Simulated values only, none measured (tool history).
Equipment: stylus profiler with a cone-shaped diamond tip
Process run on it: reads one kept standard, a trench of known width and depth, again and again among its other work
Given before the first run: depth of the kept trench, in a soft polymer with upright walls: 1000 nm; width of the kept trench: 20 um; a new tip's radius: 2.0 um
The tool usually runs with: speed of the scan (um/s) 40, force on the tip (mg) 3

run	hour	speed of the scan (um/s)	force on the tip (mg)	depth of the trench (nm)	width of the trench's floor (nm)
1	0	40	3	1015.77	15010
2	17.3	40	3	1016.16	14950
3	34.7	40	3	1016.15	14930
4	55	40	3	1016.35	14970
5	69.4	40	3	1016.13	14960
6	82.2	141	3	1015.68	14490
7	92.3	40	5.76	1025.29	14910
8	113.3	40	5.76	1025.37	14840
9	128.2	40	5.76	1025.77	14830
# hour 130.8: height scale calibrated on a step standard
10	140.8	40	3	1014.82	14780
11	154.6	11	5.49	1024.11	14880

Run 12 has not been measured yet. What should we expect?
12	168.4	11	5.49	?	?

Run 12 gave depth of the trench (nm) 1024.02, width of the trench's floor (nm) 14830.
The same run, on a tool lacking any hidden state, would have yielded depth of the trench (nm) 1026.81, width of the trench's floor (nm) 16480.

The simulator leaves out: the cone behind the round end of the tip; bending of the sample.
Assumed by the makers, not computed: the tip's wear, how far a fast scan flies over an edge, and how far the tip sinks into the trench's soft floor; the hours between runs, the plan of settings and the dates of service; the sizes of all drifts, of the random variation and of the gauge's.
